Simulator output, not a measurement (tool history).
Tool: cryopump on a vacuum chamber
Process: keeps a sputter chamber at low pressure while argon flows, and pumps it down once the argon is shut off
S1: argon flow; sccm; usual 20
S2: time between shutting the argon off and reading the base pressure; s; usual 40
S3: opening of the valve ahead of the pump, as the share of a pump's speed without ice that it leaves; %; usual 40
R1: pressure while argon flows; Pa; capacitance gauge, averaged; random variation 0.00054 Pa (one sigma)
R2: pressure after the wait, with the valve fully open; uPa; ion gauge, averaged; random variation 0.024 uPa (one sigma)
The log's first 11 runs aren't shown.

| run | hour | S1 | S2 | S3 | R1 | R2 |
|---|---|---|---|---|---|---|
| 12 | 225.1 | 20 | 40 | 40 | 0.0514 | 1.44 |
| 13 | 238.8 | 20 | 40 | 40 | 0.0528 | 1.47 |
| 14 | 266.7 | 20 | 40 | 16 | 0.1242 | 1.49 |
| 15 | 283.2 | 20 | 40 | 16 | 0.1244 | 1.52 |
| 16 | 298 | 20 | 40 | 40 | 0.0524 | 1.5 |
| 17 | 321.8 | 20 | 40 | 40 | 0.0517 | 1.57 |
| 18 | 339.9 | 20 | 40 | 40 | 0.0525 | 1.58 |
| 19 | 366.9 | 9 | 32 | 40 | 0.0239 | 1.77 |
| 20 | 386.1 | 9 | 212 | 23 | 0.0395 | 1.02 |
| 21 | 404.3 | 24 | 47 | 53 | 0.0484 | 1.56 |
| 22 | 422.6 | 24 | 47 | 53 | 0.0492 | 1.56 |
| 23 | 447.9 | 10 | 296 | 40 | 0.0263 | 1.06 |
| 24 | 464.1 | 10 | 236 | 40 | 0.0263 | 1.15 |
| 25 | 478.1 | 10 | 236 | 40 | 0.0262 | 1.16 |
| 26 | 490.6 | 10 | 236 | 40 | 0.0259 | 1.17 |
| 27 | 503.1 | 13 | 41 | 30 | 0.0447 | 1.69 |
| 28 | 530.3 | 13 | 41 | 30 | 0.0449 | 1.78 |
| 29 | 547.8 | 21 | 46 | 54 | 0.0441 | 1.74 |
| 30 | 560.3 | 37 | 46 | 42 | 0.0932 | 1.7 |
| 31 | 574.8 | 33 | 36 | 27 | 0.1268 | 1.87 |
| 32 | 590.1 | 16 | 105 | 34 | 0.0504 | 1.44 |
| 33 | 608.6 | 16 | 105 | 34 | 0.0498 | 1.47 |

Forecast each of these 3 alternatives for the next run:
| A | 637 | 11 | 37 | 44 | ? | ? |
| B | 637 | 36 | 105 | 34 | ? | ? |
| C | 637 | 16 | 113 | 34 | ? | ? |

| run | R1 | R2 |
|---|---|---|
| A | 0.0275 | 1.97 |
| B | 0.1131 | 1.52 |
| C | 0.0496 | 1.48 |
Without the tool's hidden state the same runs would have given:
| run | R1 | R2 |
|---|---|---|
| A | 0.0246 | 0.91 |
| B | 0.1034 | 0.45 |
| C | 0.0453 | 0.42 |
